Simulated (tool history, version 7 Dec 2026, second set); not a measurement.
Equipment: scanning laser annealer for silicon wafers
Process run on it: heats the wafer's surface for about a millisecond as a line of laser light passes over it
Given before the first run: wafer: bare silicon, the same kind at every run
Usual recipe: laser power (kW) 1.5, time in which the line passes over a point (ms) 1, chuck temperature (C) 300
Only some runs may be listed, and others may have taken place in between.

run,hour,laser power (kW),time in which the line passes over a point (ms),chuck temperature (C),highest temperature of the surface (C)
1,0,1.5,1,300,1068
2,53.5,1.5,1.09,300,1100
3,104.7,1.5,1.09,300,1097
4,134.5,1.5,1.09,300,1099
# hour 180.6: window over the wafer cleaned
5,180.6,1.5,1.09,300,1126
6,218.3,1.5,1,300,1090
7,258,1.5,1,303,1091
8,310.5,1.525,1,300,1102
9,357.9,1.5,1,300,1089
10,391.4,1.5,1,300,1084
11,438.1,1.5,0.97,300,1072
12,466,1.5,1.25,300,1175
13,505.5,1.5,1.25,300,1174
14,548.6,1.5,0.87,300,1029
15,591.2,1.5,0.87,300,1027
16,648.8,1.5,0.87,300,1026
17,704.8,1.5,1,316,1092
18,752.7,1.445,1,316,1057
19,792.6,1.5,1,300,1073
20,845.8,1.579,1,300,1122
21,876.8,1.374,1.22,317,1082
# hour 893.2: optics aligned, line set to its width
22,925.7,1.374,1.22,317,1103
23,979,1.374,1.22,317,1104
24,1019.6,1.336,1,277,959
25,1079.5,1.43,0.9,296,1000
26,1128.4,1.39,0.91,289,972
27,1164.4,1.5,1,271,1057
28,1200.8,1.5,1,271,1052
29,1247.3,1.5,1,271,1053
30,1309.4,1.373,1.21,277,1050
31,1343,1.386,0.73,293,896
32,1395.2,1.386,0.73,293,894
33,1448.6,1.386,0.73,293,896
34,1477.6,1.363,0.75,306,900
35,1503.9,1.288,1,300,943
# hour 1527: window over the wafer cleaned
36,1559.6,1.288,1,300,966
37,1606,1.288,1,300,964

Run 38, settings as shown, results not yet in. Your forecast:
38,1652,1.369,0.79,313,?

Run 38 produced highest temperature of the surface (C) 950.
The same run, on a tool lacking any hidden state, would have yielded highest temperature of the surface (C) 955.
